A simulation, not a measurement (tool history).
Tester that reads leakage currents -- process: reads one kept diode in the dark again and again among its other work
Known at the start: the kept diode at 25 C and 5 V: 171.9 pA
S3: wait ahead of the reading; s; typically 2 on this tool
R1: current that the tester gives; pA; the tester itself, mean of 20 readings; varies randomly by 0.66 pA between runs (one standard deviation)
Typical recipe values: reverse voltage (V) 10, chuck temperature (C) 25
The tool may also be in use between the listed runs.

Run 1, day 0: usual settings. Result: R1 212.65 pA.
Run 2, day 3.325: usual settings. Result: R1 211.4 pA.
Run 3, day 8.617: usual settings. Result: R1 212.21 pA.
Run 4, day 12.408: usual settings. Result: R1 212.55 pA.
Run 5, day 16.858: usual settings. Result: R1 212.79 pA.
Run 6, day 22.438: usual settings but reverse voltage (V) 16. Result: R1 255.2 pA.
Run 7, day 24.875: usual settings but S3 0.6 s. Result: R1 214.86 pA.
At day 29.975: chuck's temperature calibrated.
Run 8, day 29.975: usual settings but S3 0.6 s. Result: R1 239.02 pA.
Run 9, day 35.008: usual settings but chuck temperature (C) 37, S3 0.6 s. Result: R1 684.51 pA.
Run 10, day 38.462: usual settings but S3 1.6 s. Result: R1 236.83 pA.
Run 11, day 42.712: usual settings but S3 1.6 s. Result: R1 234.69 pA.
Run 12, day 45.412: usual settings. Result: R1 234.42 pA.
Run 13, day 49.225: usual settings. Result: R1 234.71 pA.
Run 14, day 54.208: usual settings but chuck temperature (C) 34. Result: R1 520.59 pA.
At day 58.088: probe card cleaned and baked.
Run 15, day 58.146: usual settings but chuck temperature (C) 34. Result: R1 501.09 pA.
Run 16, day 63.9: usual settings but chuck temperature (C) 34. Result: R1 498.02 pA.
Run 17, day 69.158: usual settings but reverse voltage (V) 19.3. Result: R1 271.72 pA.
Run 18, day 74.675: usual settings but reverse voltage (V) 12.2. Result: R1 230.04 pA.
Run 19, day 80.508: usual settings but reverse voltage (V) 12.2. Result: R1 231.3 pA.
Run 20, day 86.242: usual settings but chuck temperature (C) 52. Result: R1 2307.31 pA.
Run 21, day 89.842: usual settings but chuck temperature (C) 35, S3 2.03 s. Result: R1 538.43 pA.
Run 22, day 93.842: usual settings but chuck temperature (C) 43, S3 0.67 s. Result: R1 1096.83 pA.
Run 23, day 97.554: usual settings but chuck temperature (C) 43, S3 0.67 s. Result: R1 1088.47 pA.
Run 24, day 102.258: usual settings but reverse voltage (V) 1.5, S3 9.48 s. Result: R1 108.2 pA.
Run 25, day 108.071: usual settings but reverse voltage (V) 10.5, S3 1.31 s. Result: R1 218.76 pA.
Run 26, day 113.15: usual settings but reverse voltage (V) 10.5, chuck temperature (C) 33, S3 1.31 s. Result: R1 452.35 pA.
Run 27, day 117.167: usual settings but reverse voltage (V) 10.5, chuck temperature (C) 33, S3 1.31 s. Result: R1 451.95 pA.
Run 28, day 120.508: usual settings but reverse voltage (V) 9.7, chuck temperature (C) 48. Result: R1 1607.24 pA.
Run 29, day 125.183: usual settings but reverse voltage (V) 9.7, chuck temperature (C) 48. Result: R1 1607.09 pA.
Run 30, day 129.121: usual settings but reverse voltage (V) 1.4, chuck temperature (C) 27. Result: R1 125.89 pA.
Run 31, day 133.908: usual settings but reverse voltage (V) 1.4, chuck temperature (C) 27. Result: R1 125.76 pA.
Run 32, day 137.717: usual settings but reverse voltage (V) 1.4, chuck temperature (C) 27. Result: R1 125.36 pA.
Run 33, day 143.162: usual settings but reverse voltage (V) 1.2, chuck temperature (C) 27. Result: R1 117.32 pA.
Run 34, day 145.746: usual settings but reverse voltage (V) 1.6, chuck temperature (C) 30. Result: R1 172.54 pA.
Run 35, day 150.642: usual settings but reverse voltage (V) 9.6, chuck temperature (C) 28. Result: R1 273.21 pA.
Run 36, day 156.1: usual settings but reverse voltage (V) 9.6, chuck temperature (C) 28. Result: R1 274.72 pA.
Run 37, day 158.567: usual settings but chuck temperature (C) 49. Result: R1 1722.32 pA.
Run 38, day 163.304: usual settings but chuck temperature (C) 49. Result: R1 1720.35 pA.
Run 39, day 168.246: usual settings but chuck temperature (C) 49. Result: R1 1723.72 pA.

Hidden state or all else? Some run-to-run changes of R1, split into what the settings, what came in and random variation would give without the hidden state, and what is left for the hidden state (with any gauge scatter that isn't in both results):
Hidden conditions of the tool in this case: stray current of the dirty probe card, pA a volt; current scale over the true one, %; true chuck temperature over the reading, C; drift of the gauge itself on leakage_pa, %.
Run 19 -> 20: reverse voltage (V) 12.2 -> 10, chuck temperature (C) 25 -> 52. R1 +2076.01 pA: hidden state -77.36, all else +2153.37.
Run 20 -> 21: chuck temperature (C) 52 -> 35, S3 2 -> 2.03. R1 -1768.88 pA: hidden state +62.86, all else -1831.74.
Run 29 -> 30: reverse voltage (V) 9.7 -> 1.4, chuck temperature (C) 48 -> 27. R1 -1481.2 pA: hidden state +90.83, all else -1572.03.
Run 36 -> 37: reverse voltage (V) 9.6 -> 10, chuck temperature (C) 28 -> 49. R1 +1447.6 pA: hidden state -129.73, all else +1577.33.

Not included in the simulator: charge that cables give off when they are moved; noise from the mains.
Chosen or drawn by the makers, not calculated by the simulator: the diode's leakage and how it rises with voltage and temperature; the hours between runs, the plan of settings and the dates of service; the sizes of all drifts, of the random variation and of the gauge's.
